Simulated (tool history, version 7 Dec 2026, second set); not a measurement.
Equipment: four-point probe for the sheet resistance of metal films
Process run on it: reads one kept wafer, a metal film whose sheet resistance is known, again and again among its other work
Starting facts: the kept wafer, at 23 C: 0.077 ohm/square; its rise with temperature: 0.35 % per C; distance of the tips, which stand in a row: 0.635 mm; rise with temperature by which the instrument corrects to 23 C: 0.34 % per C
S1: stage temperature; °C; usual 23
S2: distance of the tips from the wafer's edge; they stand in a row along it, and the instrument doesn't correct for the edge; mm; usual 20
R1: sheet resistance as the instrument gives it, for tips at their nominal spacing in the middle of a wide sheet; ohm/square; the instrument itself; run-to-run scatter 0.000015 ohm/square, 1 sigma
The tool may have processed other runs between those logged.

Run 1, hour 0: usual settings. Result: R1 0.07703 ohm/square.
Run 2, hour 34: usual settings but S1 29 °C. Result: R1 0.077106 ohm/square.
Run 3, hour 75.1: usual settings but S1 29 °C. Result: R1 0.07712 ohm/square.
Run 4, hour 128.9: usual settings but S1 29 °C. Result: R1 0.077071 ohm/square.
Run 5, hour 159: usual settings but S1 29 °C. Result: R1 0.077124 ohm/square.
Run 6, hour 200.1: usual settings but S1 29 °C. Result: R1 0.077096 ohm/square.
Run 7, hour 232.2: usual settings but S1 29 °C. Result: R1 0.077129 ohm/square.
Run 8, hour 277.6: usual settings but S1 19 °C. Result: R1 0.076963 ohm/square.
Run 9, hour 304.4: usual settings. Result: R1 0.077036 ohm/square.
Run 10, hour 351.6: usual settings. Result: R1 0.077042 ohm/square.
Run 11, hour 404.8: usual settings. Result: R1 0.077022 ohm/square.
Run 12, hour 453.4: usual settings. Result: R1 0.077019 ohm/square.
Run 13, hour 479.2: usual settings. Result: R1 0.077034 ohm/square.
Run 14, hour 514.7: usual settings. Result: R1 0.077021 ohm/square.
Run 15, hour 553.3: usual settings. Result: R1 0.077061 ohm/square.
Run 16, hour 584.6: usual settings. Result: R1 0.077037 ohm/square.
Run 17, hour 616.6: usual settings but S1 20 °C, S2 9 mm. Result: R1 0.077153 ohm/square.
Run 18, hour 655.2: usual settings but S1 20 °C, S2 6 mm. Result: R1 0.077396 ohm/square.
Run 19, hour 682.1: usual settings but S1 20 °C, S2 4 mm. Result: R1 0.07799 ohm/square.
Run 20, hour 721.9: usual settings but S1 19 °C. Result: R1 0.076977 ohm/square.
Run 21, hour 744.6: usual settings but S1 19 °C. Result: R1 0.076968 ohm/square.
Run 22, hour 778: usual settings but S1 19 °C. Result: R1 0.076958 ohm/square.
Run 23, hour 802.1: usual settings but S1 19 °C. Result: R1 0.07698 ohm/square.
Run 24, hour 834.7: usual settings but S1 19 °C, S2 4 mm. Result: R1 0.077966 ohm/square.
Run 25, hour 869.1: usual settings but S2 4 mm. Result: R1 0.078033 ohm/square.
Run 26, hour 905.1: usual settings but S1 27 °C, S2 5 mm. Result: R1 0.077701 ohm/square.
Run 27, hour 932.8: usual settings but S1 33 °C, S2 25 mm. Result: R1 0.077127 ohm/square.
Run 28, hour 961.3: usual settings but S1 33 °C, S2 25 mm. Result: R1 0.077134 ohm/square.
Run 29, hour 1014.1: usual settings but S1 33 °C, S2 30 mm. Result: R1 0.077143 ohm/square.
Run 30, hour 1048.4: usual settings but S1 24 °C, S2 4 mm. Result: R1 0.078025 ohm/square.
Run 31, hour 1082.2: usual settings but S1 19 °C, S2 16 mm. Result: R1 0.076997 ohm/square.

Alternative continuations, all from the tool just after run 31; predict every row:
Run A, hour 1123.9: usual settings but S1 19 °C, S2 14 mm. Result: R1 ?.
Run B, hour 1123.9: usual settings but S2 3 mm. Result: R1 ?.
Run C, hour 1123.9: usual settings but S1 21 °C, S2 10 mm. Result: R1 ?.

run        R1
  A  0.077022
  B  0.078779
  C  0.077118
Without the tool's hidden state the same runs would have given:
run        R1
  A  0.077028
  B  0.078785
  C  0.077124
